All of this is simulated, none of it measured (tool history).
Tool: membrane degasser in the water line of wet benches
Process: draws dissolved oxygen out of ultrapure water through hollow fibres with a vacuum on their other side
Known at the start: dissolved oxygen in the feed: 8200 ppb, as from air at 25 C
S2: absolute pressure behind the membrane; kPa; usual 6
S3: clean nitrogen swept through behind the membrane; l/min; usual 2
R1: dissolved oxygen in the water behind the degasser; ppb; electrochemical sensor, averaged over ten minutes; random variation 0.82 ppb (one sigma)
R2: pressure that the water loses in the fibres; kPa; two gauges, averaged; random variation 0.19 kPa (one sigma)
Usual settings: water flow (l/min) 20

{"run": 1, "day": 0.0, "water flow (l/min)": 20, "S2": 6, "S3": 2, "R1": 77.2, "R2": 39.43}
{"run": 2, "day": 1.371, "water flow (l/min)": 20, "S2": 6, "S3": 2, "R1": 77.6, "R2": 39.37}
{"run": 3, "day": 2.792, "water flow (l/min)": 12, "S2": 6, "S3": 2, "R1": 40.9, "R2": 23.78}
{"run": 4, "day": 3.6, "water flow (l/min)": 12, "S2": 6, "S3": 2, "R1": 41.6, "R2": 23.82}
{"run": 5, "day": 4.654, "water flow (l/min)": 12, "S2": 6, "S3": 2, "R1": 41.2, "R2": 23.93}
{"run": 6, "day": 5.704, "water flow (l/min)": 12, "S2": 6, "S3": 2, "R1": 41.7, "R2": 23.94}
{"run": 7, "day": 7.171, "water flow (l/min)": 20, "S2": 12.11, "S3": 2, "R1": 216.5, "R2": 39.75}
{"run": 8, "day": 8.812, "water flow (l/min)": 20, "S2": 12.11, "S3": 2, "R1": 216.4, "R2": 39.63}
{"run": 9, "day": 9.688, "water flow (l/min)": 20, "S2": 6, "S3": 2, "R1": 75.7, "R2": 39.78}
{"run": 10, "day": 11.192, "water flow (l/min)": 20, "S2": 6, "S3": 2, "R1": 75.7, "R2": 39.89}
{"run": 11, "day": 12.438, "water flow (l/min)": 20, "S2": 6, "S3": 2, "R1": 76.5, "R2": 39.75}
{"run": 12, "day": 14.188, "water flow (l/min)": 14, "S2": 6, "S3": 2, "R1": 48.3, "R2": 28.12}
{"run": 13, "day": 15.825, "water flow (l/min)": 16, "S2": 4.56, "S3": 3.77, "R1": 16.6, "R2": 31.87}
{"run": 14, "day": 17.029, "water flow (l/min)": 16, "S2": 4.56, "S3": 1.86, "R1": 29.7, "R2": 31.9}
{"run": 15, "day": 17.979, "water flow (l/min)": 19, "S2": 7.3, "S3": 1.86, "R1": 106.1, "R2": 37.87}
{"run": 16, "day": 19.671, "water flow (l/min)": 19, "S2": 7.3, "S3": 1.86, "R1": 102.7, "R2": 38.19}
{"run": 17, "day": 21.542, "water flow (l/min)": 19, "S2": 7.3, "S3": 1.86, "R1": 105.8, "R2": 38.1}
{"run": 18, "day": 22.879, "water flow (l/min)": 16, "S2": 11.38, "S3": 1.86, "R1": 168.5, "R2": 31.75}
{"run": 19, "day": 24.683, "water flow (l/min)": 15, "S2": 11.38, "S3": 1.86, "R1": 154.8, "R2": 30.04}
{"run": 20, "day": 25.542, "water flow (l/min)": 28, "S2": 8.86, "S3": 4.13, "R1": 143.2, "R2": 55.94}
{"run": 21, "day": 26.383, "water flow (l/min)": 28, "S2": 8.86, "S3": 4.13, "R1": 142.8, "R2": 56.21}
{"run": 22, "day": 27.312, "water flow (l/min)": 13, "S2": 9.38, "S3": 2.3, "R1": 86.7, "R2": 26.23}
{"run": 23, "day": 28.204, "water flow (l/min)": 13, "S2": 9.38, "S3": 2.3, "R1": 85.7, "R2": 25.93}
{"run": 24, "day": 29.583, "water flow (l/min)": 13, "S2": 9.38, "S3": 2.3, "R1": 84.2, "R2": 26.1}

Forecast each of these 3 alternatives for the next run:
{"run": "A", "day": 31.125, "water flow (l/min)": 17, "S2": 6, "S3": 0.93, "R1": "?", "R2": "?"}
{"run": "B", "day": 31.125, "water flow (l/min)": 18, "S2": 14.94, "S3": 2, "R1": "?", "R2": "?"}
{"run": "C", "day": 31.125, "water flow (l/min)": 21, "S2": 9.38, "S3": 2.3, "R1": "?", "R2": "?"}

run=A R1=118.2 R2=34.06
run=B R1=245.8 R2=35.98
run=C R1=147.2 R2=42
Without the tool's hidden state the same runs would have given:
run=A R1=118.1 R2=33.47
run=B R1=245.7 R2=35.35
run=C R1=147.2 R2=41.27
